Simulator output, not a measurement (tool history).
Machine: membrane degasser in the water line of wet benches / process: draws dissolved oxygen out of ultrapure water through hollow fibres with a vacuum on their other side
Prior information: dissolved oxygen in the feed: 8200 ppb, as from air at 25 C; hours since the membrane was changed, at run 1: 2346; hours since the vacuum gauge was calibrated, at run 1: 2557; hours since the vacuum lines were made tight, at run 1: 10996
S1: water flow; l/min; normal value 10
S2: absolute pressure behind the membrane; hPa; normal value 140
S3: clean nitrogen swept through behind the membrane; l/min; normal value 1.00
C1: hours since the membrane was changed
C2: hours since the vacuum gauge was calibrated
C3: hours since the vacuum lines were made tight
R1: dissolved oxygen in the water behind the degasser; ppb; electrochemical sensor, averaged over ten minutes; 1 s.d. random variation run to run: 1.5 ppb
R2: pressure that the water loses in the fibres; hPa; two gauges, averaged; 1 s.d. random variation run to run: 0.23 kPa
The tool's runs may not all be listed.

{"run": 1, "hour": 0.0, "S1": 10, "S2": 140, "S3": 1.0, "C1": 2346, "C2": 2557, "C3": 10996, "R1": 264.1, "R2": 583.7}
{"run": 2, "hour": 90.4, "S1": 10, "S2": 140, "S3": 1.0, "C1": 2436, "C2": 2647, "C3": 11087, "R1": 264.3, "R2": 588.6}
{"run": 3, "hour": 187.1, "S1": 10, "S2": 140, "S3": 1.0, "C1": 2533, "C2": 2744, "C3": 11184, "R1": 264.0, "R2": 588.1}
{"run": 4, "hour": 304.7, "S1": 10, "S2": 140, "S3": 2.96, "C1": 2651, "C2": 2862, "C3": 11301, "R1": 95.8, "R2": 586.9}
{"run": 5, "hour": 383.0, "S1": 10, "S2": 140, "S3": 1.0, "C1": 2729, "C2": 2940, "C3": 11380, "R1": 261.9, "R2": 588.7}
{"run": 6, "hour": 475.0, "S1": 10, "S2": 140, "S3": 1.0, "C1": 2821, "C2": 3032, "C3": 11471, "R1": 262.9, "R2": 588.8}
{"run": 7, "hour": 614.1, "S1": 10, "S2": 140, "S3": 1.0, "C1": 2960, "C2": 3171, "C3": 11611, "R1": 265.5, "R2": 587.1}
{"hour": 622.1, "done": "vacuum gauge calibrated"}
{"run": 8, "hour": 726.1, "S1": 10, "S2": 154, "S3": 1.0, "C1": 3072, "C2": 104, "C3": 11722, "R1": 296.8, "R2": 589.7}
{"run": 9, "hour": 823.1, "S1": 10, "S2": 154, "S3": 1.0, "C1": 3169, "C2": 201, "C3": 11819, "R1": 298.1, "R2": 588.1}
{"run": 10, "hour": 902.4, "S1": 7, "S2": 140, "S3": 1.0, "C1": 3248, "C2": 280, "C3": 11898, "R1": 195.1, "R2": 409.9}
{"run": 11, "hour": 1030.9, "S1": 7, "S2": 140, "S3": 1.0, "C1": 3376, "C2": 409, "C3": 12027, "R1": 195.7, "R2": 413.5}
{"run": 12, "hour": 1147.7, "S1": 7, "S2": 140, "S3": 1.0, "C1": 3493, "C2": 526, "C3": 12144, "R1": 198.1, "R2": 410.0}
{"run": 13, "hour": 1265.6, "S1": 10, "S2": 140, "S3": 1.54, "C1": 3611, "C2": 643, "C3": 12262, "R1": 183.0, "R2": 591.6}
{"hour": 1309.9, "done": "vacuum gauge calibrated, once more"}
{"run": 14, "hour": 1342.3, "S1": 10, "S2": 140, "S3": 1.54, "C1": 3687, "C2": 32, "C3": 12338, "R1": 176.8, "R2": 590.8}
{"run": 15, "hour": 1476.0, "S1": 7, "S2": 184, "S3": 1.0, "C1": 3821, "C2": 166, "C3": 12471, "R1": 272.7, "R2": 413.4}
{"run": 16, "hour": 1600.0, "S1": 7, "S2": 134, "S3": 1.94, "C1": 3945, "C2": 290, "C3": 12595, "R1": 98.7, "R2": 415.5}
{"run": 17, "hour": 1757.3, "S1": 10, "S2": 251, "S3": 1.72, "C1": 4102, "C2": 447, "C3": 12753, "R1": 319.5, "R2": 589.2}

Predict each of these 4 candidate next runs independently; none follows another, all start after run 17:
{"run": "A", "hour": 1856.7, "S1": 12, "S2": 93, "S3": 1.72, "C1": 4202, "C2": 547, "C3": 12852, "R1": "?", "R2": "?"}
{"run": "B", "hour": 1856.7, "S1": 10, "S2": 165, "S3": 1.72, "C1": 4202, "C2": 547, "C3": 12852, "R1": "?", "R2": "?"}
{"run": "C", "hour": 1856.7, "S1": 10, "S2": 272, "S3": 0.67, "C1": 4202, "C2": 547, "C3": 12852, "R1": "?", "R2": "?"}
{"run": "D", "hour": 1856.7, "S1": 10, "S2": 209, "S3": 1.21, "C1": 4202, "C2": 547, "C3": 12852, "R1": "?", "R2": "?"}

run=A R1=110.4 R2=708.1
run=B R1=197.2 R2=588.0
run=C R1=798.2 R2=584.5
run=D R1=358.7 R2=587.9
With no hidden state in the tool, these same runs would have given:
run=A R1=105.2 R2=700.3
run=B R1=185.8 R2=581.5
run=C R1=763.5 R2=578.1
run=D R1=339.5 R2=581.5

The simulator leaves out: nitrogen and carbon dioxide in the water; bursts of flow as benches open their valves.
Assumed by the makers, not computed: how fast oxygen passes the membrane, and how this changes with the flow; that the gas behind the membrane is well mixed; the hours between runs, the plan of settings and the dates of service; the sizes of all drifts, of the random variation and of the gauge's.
